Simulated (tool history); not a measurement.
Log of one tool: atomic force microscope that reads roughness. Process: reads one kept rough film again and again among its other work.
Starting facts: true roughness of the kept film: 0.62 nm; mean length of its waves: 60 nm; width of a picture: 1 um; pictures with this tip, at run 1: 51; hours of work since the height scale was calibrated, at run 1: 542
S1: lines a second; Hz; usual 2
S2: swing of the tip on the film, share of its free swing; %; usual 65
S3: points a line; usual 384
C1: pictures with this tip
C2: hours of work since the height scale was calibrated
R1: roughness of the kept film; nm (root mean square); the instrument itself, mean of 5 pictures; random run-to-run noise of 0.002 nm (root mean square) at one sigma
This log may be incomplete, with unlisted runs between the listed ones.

| run | hour | S1 | S2 | S3 | C1 | C2 | R1 |
|---|---|---|---|---|---|---|---|
| 1 | 0 | 2 | 65 | 384 | 51 | 542 | 0.598 |
| 2 | 74.3 | 2 | 65 | 384 | 162 | 581 | 0.596 |
| 3 | 124.6 | 2 | 65 | 384 | 236 | 608 | 0.595 |
| 4 | 179.9 | 2 | 65 | 384 | 318 | 637 | 0.592 |
| 5 | 225.2 | 2 | 65 | 384 | 386 | 661 | 0.589 |
|  | 231.4 | new tip fitted |
| 6 | 279.7 | 2 | 65 | 384 | 72 | 690 | 0.599 |
| 7 | 320.7 | 2 | 65 | 384 | 133 | 711 | 0.6 |
| 8 | 393.8 | 2 | 65 | 384 | 241 | 750 | 0.597 |
| 9 | 454.9 | 2 | 65 | 502 | 332 | 783 | 0.596 |
|  | 497.3 | new tip fitted |
| 10 | 521.2 | 2 | 65 | 502 | 36 | 817 | 0.603 |
| 11 | 568.6 | 2 | 65 | 502 | 106 | 843 | 0.603 |
| 12 | 644.8 | 2 | 65 | 502 | 219 | 883 | 0.598 |
| 13 | 689.4 | 3.78 | 65 | 384 | 286 | 907 | 0.576 |
|  | 696.3 | height scale calibrated on a step standard |
| 14 | 733.3 | 3.78 | 65 | 384 | 349 | 20 | 0.582 |
|  | 763.7 | new tip fitted |
| 15 | 771.1 | 3.78 | 65 | 384 | 11 | 39 | 0.589 |
| 16 | 854.2 | 1.17 | 65 | 384 | 134 | 83 | 0.614 |
| 17 | 928.1 | 1.17 | 65 | 384 | 244 | 123 | 0.608 |
| 18 | 1000.3 | 0.84 | 65 | 384 | 351 | 161 | 0.613 |
|  | 1035.4 | new tip fitted |
|  | 1066.4 | height scale calibrated on a step standard, once more |
| 19 | 1081.4 | 2 | 65 | 936 | 67 | 8 | 0.592 |
| 20 | 1134.7 | 2 | 65 | 936 | 147 | 36 | 0.591 |
| 21 | 1170.7 | 3.94 | 65 | 384 | 200 | 55 | 0.569 |
| 22 | 1215.1 | 3.94 | 65 | 384 | 266 | 79 | 0.567 |
| 23 | 1290.9 | 3.94 | 65 | 384 | 379 | 119 | 0.566 |
|  | 1302.5 | new tip fitted |
| 24 | 1363.6 | 0.95 | 89 | 777 | 91 | 157 | 0.575 |
| 25 | 1430.1 | 0.51 | 89 | 410 | 190 | 192 | 0.591 |
| 26 | 1471 | 1.61 | 90 | 313 | 250 | 214 | 0.556 |
| 27 | 1550.8 | 1.06 | 82 | 307 | 369 | 256 | 0.577 |
|  | 1569.9 | new tip fitted |
| 28 | 1596.8 | 1.06 | 82 | 307 | 39 | 280 | 0.589 |
| 29 | 1652.8 | 1.06 | 82 | 307 | 123 | 310 | 0.586 |
| 30 | 1727.9 | 1.94 | 88 | 384 | 234 | 350 | 0.546 |
| 31 | 1807.4 | 0.7 | 86 | 946 | 352 | 392 | 0.585 |
|  | 1836 | new tip fitted |
| 32 | 1846.5 | 0.7 | 86 | 946 | 16 | 413 | 0.598 |
| 33 | 1891.9 | 1.05 | 65 | 346 | 83 | 437 | 0.603 |
| 34 | 1945.9 | 1.05 | 65 | 346 | 163 | 465 | 0.604 |
| 35 | 2003.8 | 0.51 | 72 | 448 | 249 | 496 | 0.606 |
| 36 | 2087.3 | 0.51 | 72 | 448 | 373 | 540 | 0.605 |
|  | 2101.3 | new tip fitted |
| 37 | 2152.7 | 0.53 | 65 | 311 | 77 | 574 | 0.617 |
| 38 | 2228.7 | 0.86 | 66 | 288 | 189 | 615 | 0.608 |
| 39 | 2308.6 | 3.26 | 78 | 447 | 308 | 657 | 0.545 |
| 40 | 2346 | 2 | 87 | 384 | 364 | 677 | 0.546 |
|  | 2366.9 | new tip fitted |
| 41 | 2431.4 | 2 | 87 | 384 | 96 | 722 | 0.557 |
| 42 | 2481.7 | 0.92 | 65 | 387 | 171 | 749 | 0.61 |
| 43 | 2522 | 0.92 | 58 | 495 | 230 | 770 | 0.614 |
| 44 | 2597.5 | 0.92 | 58 | 495 | 343 | 810 | 0.608 |
|  | 2636.8 | new tip fitted |
| 45 | 2648.9 | 0.89 | 89 | 495 | 18 | 837 | 0.594 |

How would selected steps in R1 from run to run divide? Give the signed amount a tool lacking its hidden state would still show from settings, what came in and random variation, and the signed amount left for the hidden state, including any gauge scatter that is not in both of the compared results.
Hidden state present: radius of the tip, nm; height scale over the true one, %; drift of the gauge itself on roughness_nm, %.
Run 14 -> 15: new tip fitted. R1 +0.007 nm (root mean square): hidden state +0.011, all else -0.004.
Run 27 -> 28: new tip fitted. R1 +0.012 nm (root mean square): hidden state +0.011, all else +0.001.
Run 29 -> 30: S1 1.06 -> 1.94, S2 82 -> 88, S3 307 -> 384. R1 -0.04 nm (root mean square): hidden state -0.003, all else -0.037.
Run 38 -> 39: S1 0.86 -> 3.26, S2 66 -> 78, S3 288 -> 447. R1 -0.063 nm (root mean square): hidden state -0.003, all else -0.06.
Run 41 -> 42: S1 2 -> 0.92, S2 87 -> 65, S3 384 -> 387. R1 +0.053 nm (root mean square): hidden state -0.002, all else +0.055.
Run 44 -> 45: S1 0.92 -> 0.89, S2 58 -> 89, new tip fitted. R1 -0.014 nm (root mean square): hidden state +0.012, all else -0.026.
